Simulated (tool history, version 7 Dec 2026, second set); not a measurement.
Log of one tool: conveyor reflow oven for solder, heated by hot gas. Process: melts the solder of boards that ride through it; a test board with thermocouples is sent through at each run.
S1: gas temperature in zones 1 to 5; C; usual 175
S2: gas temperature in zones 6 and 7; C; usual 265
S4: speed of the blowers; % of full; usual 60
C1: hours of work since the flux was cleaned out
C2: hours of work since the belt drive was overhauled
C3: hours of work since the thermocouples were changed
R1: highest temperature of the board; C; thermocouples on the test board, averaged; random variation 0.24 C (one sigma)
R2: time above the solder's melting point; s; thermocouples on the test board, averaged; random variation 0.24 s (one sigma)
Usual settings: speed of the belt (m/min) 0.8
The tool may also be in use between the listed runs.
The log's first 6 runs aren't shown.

{"run": 7, "hour": 170.3, "S1": 175, "S2": 265, "speed of the belt (m/min)": 0.8, "S4": 60, "C1": 113, "C2": 965, "C3": 564, "R1": 240.4, "R2": 35.2}
{"run": 8, "hour": 200.2, "S1": 175, "S2": 265, "speed of the belt (m/min)": 0.8, "S4": 60, "C1": 136, "C2": 989, "C3": 588, "R1": 240.4, "R2": 34.6}
{"run": 9, "hour": 222.5, "S1": 175, "S2": 265, "speed of the belt (m/min)": 0.8, "S4": 60, "C1": 154, "C2": 1006, "C3": 606, "R1": 240.2, "R2": 34.9}
{"run": 10, "hour": 242.6, "S1": 175, "S2": 265, "speed of the belt (m/min)": 0.8, "S4": 60, "C1": 170, "C2": 1022, "C3": 622, "R1": 239.9, "R2": 34.9}
{"run": 11, "hour": 276.0, "S1": 175, "S2": 265, "speed of the belt (m/min)": 0.8, "S4": 60, "C1": 197, "C2": 1049, "C3": 648, "R1": 240.1, "R2": 34.2}
{"run": 12, "hour": 314.7, "S1": 175, "S2": 265, "speed of the belt (m/min)": 0.8, "S4": 60, "C1": 227, "C2": 1080, "C3": 679, "R1": 239.1, "R2": 34.4}
{"run": 13, "hour": 337.4, "S1": 175, "S2": 265, "speed of the belt (m/min)": 0.8, "S4": 60, "C1": 245, "C2": 1098, "C3": 697, "R1": 239.3, "R2": 34.2}
{"run": 14, "hour": 373.6, "S1": 175, "S2": 265, "speed of the belt (m/min)": 0.8, "S4": 60, "C1": 274, "C2": 1126, "C3": 726, "R1": 239.3, "R2": 33.9}
{"run": 15, "hour": 395.0, "S1": 175, "S2": 265, "speed of the belt (m/min)": 0.8, "S4": 60, "C1": 291, "C2": 1143, "C3": 743, "R1": 239.3, "R2": 34.1}

Forecast run 16:
{"run": 16, "hour": 416.1, "S1": 175, "S2": 265, "speed of the belt (m/min)": 0.8, "S4": 86, "C1": 308, "C2": 1160, "C3": 760, "R1": "?", "R2": "?"}

Run 16 gave R1 245 C, R2 40.3 s.
Without the tool's hidden state the same run would have given R1 247.6 C, R2 41.9 s.
